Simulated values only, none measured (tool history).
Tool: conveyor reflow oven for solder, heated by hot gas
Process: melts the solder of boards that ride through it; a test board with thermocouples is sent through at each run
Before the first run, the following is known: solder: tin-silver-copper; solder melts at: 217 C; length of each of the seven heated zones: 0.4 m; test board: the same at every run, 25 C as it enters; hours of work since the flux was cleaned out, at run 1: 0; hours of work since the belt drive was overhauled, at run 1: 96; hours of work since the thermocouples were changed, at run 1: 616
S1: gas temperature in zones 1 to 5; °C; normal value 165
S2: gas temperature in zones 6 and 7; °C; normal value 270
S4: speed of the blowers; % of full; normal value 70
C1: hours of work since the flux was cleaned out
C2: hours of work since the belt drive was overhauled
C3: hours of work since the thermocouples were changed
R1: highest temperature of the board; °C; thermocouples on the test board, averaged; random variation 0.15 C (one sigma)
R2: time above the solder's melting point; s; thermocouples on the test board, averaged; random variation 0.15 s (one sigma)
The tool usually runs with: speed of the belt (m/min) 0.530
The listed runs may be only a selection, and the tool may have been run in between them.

Run 1, hour 0.0: usual settings; C1 0; C2 96; C3 616. Result: R1 254.6 °C, R2 67.3 s.
Run 2, hour 76.2: usual settings but speed of the belt (m/min) 0.437; C1 38; C2 134; C3 654. Result: R1 259.1 °C, R2 88.1 s.
Run 3, hour 136.8: usual settings; C1 69; C2 165; C3 685. Result: R1 254.0 °C, R2 66.8 s.
Run 4, hour 231.1: usual settings; C1 116; C2 212; C3 732. Result: R1 253.7 °C, R2 66.4 s.
Run 5, hour 297.3: usual settings; C1 149; C2 246; C3 765. Result: R1 253.2 °C, R2 66.3 s.
Run 6, hour 366.0: usual settings but speed of the belt (m/min) 0.440; C1 184; C2 280; C3 800. Result: R1 258.2 °C, R2 86.6 s.
Run 7, hour 418.4: usual settings but S1 167 °C, S2 264 °C; C1 210; C2 307; C3 826. Result: R1 247.8 °C, R2 62.2 s.
At hour 431.1: flux residue cleaned out of gas plates and filters.
Run 8, hour 521.5: usual settings but S1 167 °C, S2 264 °C; C1 45; C2 356; C3 875. Result: R1 248.8 °C, R2 63.7 s.
At hour 532.2: belt drive overhauled, speed set with a stopwatch.
Run 9, hour 582.5: usual settings but S1 173 °C, S2 260 °C; C1 74; C2 25; C3 904. Result: R1 245.6 °C, R2 64.0 s.
Run 10, hour 624.7: usual settings but S2 281 °C, S4 78 % of full; C1 95; C2 47; C3 925. Result: R1 265.2 °C, R2 75.5 s.
Run 11, hour 703.9: usual settings but speed of the belt (m/min) 0.607, S4 89 % of full; C1 135; C2 86; C3 965. Result: R1 252.6 °C, R2 57.3 s.
Run 12, hour 783.3: usual settings but S4 60 % of full; C1 175; C2 126; C3 1005. Result: R1 250.6 °C, R2 63.8 s.

What differs in the tool's unlogged condition from the final listed run ahead of each entry between runs to the first listed run following it?
From run 7 to run 8: flux residue cleaned out of gas plates and filters (hour 431.1)
  heat that the gas passes to the board, % of a clean oven's: 93.8 -> 98.5; belt's true speed, % of the reading: 99.1 -> 98.97; true gas temperature in zones 6 and 7 over the reading, C: -1.82 -> -1.93
  what was measured, less what the result would be without the hidden state, R1: -2.8 -> -1.7 °C; R2: -2.3 -> -0.8 s
From run 8 to run 9: belt drive overhauled, speed set with a stopwatch (hour 532.2)
  heat that the gas passes to the board, % of a clean oven's: 98.5 -> 97.6; belt's true speed, % of the reading: 98.97 -> 98.62; true gas temperature in zones 6 and 7 over the reading, C: -1.93 -> -2
  what was measured, less what the result would be without the hidden state, R1: -1.7 -> -1.9 °C; R2: -0.8 -> -0.9 s
